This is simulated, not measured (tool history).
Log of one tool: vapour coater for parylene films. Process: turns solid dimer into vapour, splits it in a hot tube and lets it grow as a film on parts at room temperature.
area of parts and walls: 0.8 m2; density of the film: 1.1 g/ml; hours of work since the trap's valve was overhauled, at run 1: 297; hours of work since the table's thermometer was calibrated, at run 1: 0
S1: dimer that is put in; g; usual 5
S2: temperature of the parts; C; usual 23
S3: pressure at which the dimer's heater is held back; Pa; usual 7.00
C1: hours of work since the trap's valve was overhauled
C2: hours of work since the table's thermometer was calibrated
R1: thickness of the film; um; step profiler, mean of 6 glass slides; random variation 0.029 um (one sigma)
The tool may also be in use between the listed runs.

run	day	S1	S2	S3	C1	C2	R1
1	0.000	5	23	7.00	297	0	2.53
2	0.967	5	23	7.00	313	15	2.52
3	1.992	5	23	7.00	329	32	2.50
4	3.996	5	34	7.00	361	63	1.83
5	5.975	5	34	7.00	392	95	1.83
6	7.658	5	34	7.00	419	122	1.78
7	9.692	3	23	7.00	451	154	1.48
8	11.496	3	23	7.00	480	183	1.46
# day 11.771: trap's valve overhauled
9	13.267	3	28	7.00	24	208	1.21
10	15.246	8	23	7.00	55	239	3.79
11	17.262	8	21	7.00	87	271	4.03
# day 18.188: trap's valve overhauled, once more
12	19.471	2	17	7.00	20	304	1.25
13	21.508	2	35	7.00	53	336	0.69
14	23.488	2	35	7.00	84	368	0.73
15	25.317	5	16	3.05	113	397	3.53
16	27.388	5	23	2.83	146	430	2.87
17	28.458	5	22	7.00	163	447	2.64
18	29.646	3	23	7.76	182	465	1.52

Forecast each of these 5 alternatives for the next run:
A	31.867	3	23	11.94	217	501	?
B	31.867	3	18	7.76	217	501	?
C	31.867	3	23	9.03	217	501	?
D	31.867	3	18	2.64	217	501	?
E	31.867	5	16	5.12	217	501	?

run	R1
A	1.42
B	1.78
C	1.51
D	2.02
E	3.21
Without the tool's hidden state the same runs would have given:
run	R1
A	1.49
B	1.87
C	1.59
D	2.12
E	3.38

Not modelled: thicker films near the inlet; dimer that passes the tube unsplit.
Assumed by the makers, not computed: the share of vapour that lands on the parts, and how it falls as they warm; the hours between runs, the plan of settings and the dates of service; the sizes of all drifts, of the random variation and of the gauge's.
